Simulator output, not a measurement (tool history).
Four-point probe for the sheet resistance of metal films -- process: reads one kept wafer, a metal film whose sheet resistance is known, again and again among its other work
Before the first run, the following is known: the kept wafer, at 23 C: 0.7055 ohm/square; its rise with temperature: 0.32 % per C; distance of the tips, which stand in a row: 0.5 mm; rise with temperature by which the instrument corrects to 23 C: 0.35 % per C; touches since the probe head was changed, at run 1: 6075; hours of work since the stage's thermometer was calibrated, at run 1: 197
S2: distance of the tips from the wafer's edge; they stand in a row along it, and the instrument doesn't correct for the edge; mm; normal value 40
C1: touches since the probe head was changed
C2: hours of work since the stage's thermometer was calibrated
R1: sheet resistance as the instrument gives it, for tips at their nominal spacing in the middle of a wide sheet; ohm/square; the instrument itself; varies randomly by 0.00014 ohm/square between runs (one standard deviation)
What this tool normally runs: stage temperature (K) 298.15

{"run": 1, "hour": 0.0, "stage temperature (K)": 298.15, "S2": 40, "C1": 6075, "C2": 197, "R1": 0.701615}
{"run": 2, "hour": 32.3, "stage temperature (K)": 307.15, "S2": 40, "C1": 6776, "C2": 220, "R1": 0.699703}
{"run": 3, "hour": 58.0, "stage temperature (K)": 298.15, "S2": 40, "C1": 7337, "C2": 238, "R1": 0.701628}
{"run": 4, "hour": 84.1, "stage temperature (K)": 298.15, "S2": 40, "C1": 7903, "C2": 257, "R1": 0.701482}
{"run": 5, "hour": 113.8, "stage temperature (K)": 298.15, "S2": 40, "C1": 8549, "C2": 278, "R1": 0.70158}
{"run": 6, "hour": 145.6, "stage temperature (K)": 298.15, "S2": 10, "C1": 9241, "C2": 300, "R1": 0.702379}
{"run": 7, "hour": 172.6, "stage temperature (K)": 298.15, "S2": 40, "C1": 9828, "C2": 319, "R1": 0.70145}
{"run": 8, "hour": 204.3, "stage temperature (K)": 298.15, "S2": 40, "C1": 10517, "C2": 342, "R1": 0.701659}
{"run": 9, "hour": 230.2, "stage temperature (K)": 298.15, "S2": 40, "C1": 11080, "C2": 360, "R1": 0.701686}
{"run": 10, "hour": 259.6, "stage temperature (K)": 298.15, "S2": 40, "C1": 11720, "C2": 381, "R1": 0.701555}
{"run": 11, "hour": 281.2, "stage temperature (K)": 298.15, "S2": 40, "C1": 12190, "C2": 396, "R1": 0.702033}
{"run": 12, "hour": 309.1, "stage temperature (K)": 298.15, "S2": 40, "C1": 12796, "C2": 416, "R1": 0.701781}
{"run": 13, "hour": 344.1, "stage temperature (K)": 298.15, "S2": 40, "C1": 13558, "C2": 440, "R1": 0.701905}
{"run": 14, "hour": 383.8, "stage temperature (K)": 298.15, "S2": 40, "C1": 14420, "C2": 468, "R1": 0.70192}
{"run": 15, "hour": 413.6, "stage temperature (K)": 298.15, "S2": 40, "C1": 15069, "C2": 489, "R1": 0.701832}
{"run": 16, "hour": 439.2, "stage temperature (K)": 298.15, "S2": 40, "C1": 15625, "C2": 507, "R1": 0.702048}
{"run": 17, "hour": 478.2, "stage temperature (K)": 298.15, "S2": 40, "C1": 16472, "C2": 535, "R1": 0.701782}
{"run": 18, "hour": 516.6, "stage temperature (K)": 298.15, "S2": 40, "C1": 17309, "C2": 562, "R1": 0.701946}
{"run": 19, "hour": 538.2, "stage temperature (K)": 298.15, "S2": 31, "C1": 17778, "C2": 577, "R1": 0.701851}
{"run": 20, "hour": 558.9, "stage temperature (K)": 298.15, "S2": 31, "C1": 18228, "C2": 592, "R1": 0.701863}
{"run": 21, "hour": 585.8, "stage temperature (K)": 298.15, "S2": 9, "C1": 18813, "C2": 611, "R1": 0.703047}
{"run": 22, "hour": 626.8, "stage temperature (K)": 298.15, "S2": 40, "C1": 19703, "C2": 640, "R1": 0.702126}
{"run": 23, "hour": 647.9, "stage temperature (K)": 298.15, "S2": 40, "C1": 20164, "C2": 655, "R1": 0.701894}
{"run": 24, "hour": 670.3, "stage temperature (K)": 298.15, "S2": 5, "C1": 20651, "C2": 671, "R1": 0.705667}
{"run": 25, "hour": 699.7, "stage temperature (K)": 298.15, "S2": 5, "C1": 21290, "C2": 691, "R1": 0.705679}
{"run": 26, "hour": 722.5, "stage temperature (K)": 298.15, "S2": 7, "C1": 21785, "C2": 708, "R1": 0.703965}
{"run": 27, "hour": 754.2, "stage temperature (K)": 300.15, "S2": 4, "C1": 22473, "C2": 730, "R1": 0.707415}
{"run": 28, "hour": 793.6, "stage temperature (K)": 293.15, "S2": 5, "C1": 23330, "C2": 758, "R1": 0.706681}
{"run": 29, "hour": 825.3, "stage temperature (K)": 293.15, "S2": 5, "C1": 24021, "C2": 780, "R1": 0.706832}
{"run": 30, "hour": 847.7, "stage temperature (K)": 300.15, "S2": 10, "C1": 24508, "C2": 796, "R1": 0.702568}
{"run": 31, "hour": 883.2, "stage temperature (K)": 300.15, "S2": 10, "C1": 25279, "C2": 821, "R1": 0.702587}
{"run": 32, "hour": 923.0, "stage temperature (K)": 300.15, "S2": 73, "C1": 26144, "C2": 849, "R1": 0.701718}
{"run": 33, "hour": 965.0, "stage temperature (K)": 300.15, "S2": 73, "C1": 27059, "C2": 879, "R1": 0.701722}
{"run": 34, "hour": 991.7, "stage temperature (K)": 295.15, "S2": 13, "C1": 27640, "C2": 898, "R1": 0.703605}
{"run": 35, "hour": 1014.5, "stage temperature (K)": 292.15, "S2": 28, "C1": 28134, "C2": 914, "R1": 0.703419}
{"run": 36, "hour": 1035.0, "stage temperature (K)": 298.15, "S2": 28, "C1": 28581, "C2": 928, "R1": 0.702664}
{"run": 37, "hour": 1060.2, "stage temperature (K)": 304.15, "S2": 3, "C1": 29127, "C2": 946, "R1": 0.711745}
{"run": 38, "hour": 1079.9, "stage temperature (K)": 304.15, "S2": 3, "C1": 29556, "C2": 960, "R1": 0.711587}
{"run": 39, "hour": 1121.0, "stage temperature (K)": 293.15, "S2": 8, "C1": 30451, "C2": 989, "R1": 0.704877}
{"run": 40, "hour": 1145.1, "stage temperature (K)": 296.15, "S2": 8, "C1": 30974, "C2": 1006, "R1": 0.7041}
{"run": 41, "hour": 1172.4, "stage temperature (K)": 296.15, "S2": 8, "C1": 31568, "C2": 1025, "R1": 0.704533}
{"run": 42, "hour": 1198.2, "stage temperature (K)": 303.15, "S2": 34, "C1": 32130, "C2": 1044, "R1": 0.701472}
{"run": 43, "hour": 1234.8, "stage temperature (K)": 303.15, "S2": 34, "C1": 32925, "C2": 1069, "R1": 0.701711}
{"run": 44, "hour": 1254.3, "stage temperature (K)": 303.15, "S2": 34, "C1": 33348, "C2": 1083, "R1": 0.701755}

How would selected steps in R1 from run to run divide? Give the signed amount a tool lacking its hidden state would still show from settings, what came in and random variation, and the signed amount left for the hidden state, including any gauge scatter that is not in both of the compared results.
The tool's hidden condition here consists of: inner tips' distance over the nominal, %; tips' flats over new ones', %; wafer's true temperature over the reading, C; drift of the gauge itself on sheet_ohm, %.
Run 21 -> 22: S2 9 -> 40. R1 -0.000921 ohm/square: hidden state +0.000036, all else -0.000957.
Run 27 -> 28: stage temperature (K) 300.15 -> 293.15, S2 4 -> 5. R1 -0.000734 ohm/square: hidden state +0.000041, all else -0.000775.
Run 29 -> 30: stage temperature (K) 293.15 -> 300.15, S2 5 -> 10. R1 -0.004264 ohm/square: hidden state +0.000025, all else -0.004289.
Run 36 -> 37: stage temperature (K) 298.15 -> 304.15, S2 28 -> 3. R1 +0.009081 ohm/square: hidden state -0.000021, all else +0.009102.
Run 38 -> 39: stage temperature (K) 304.15 -> 293.15, S2 3 -> 8. R1 -0.006710 ohm/square: hidden state +0.000073, all else -0.006783.
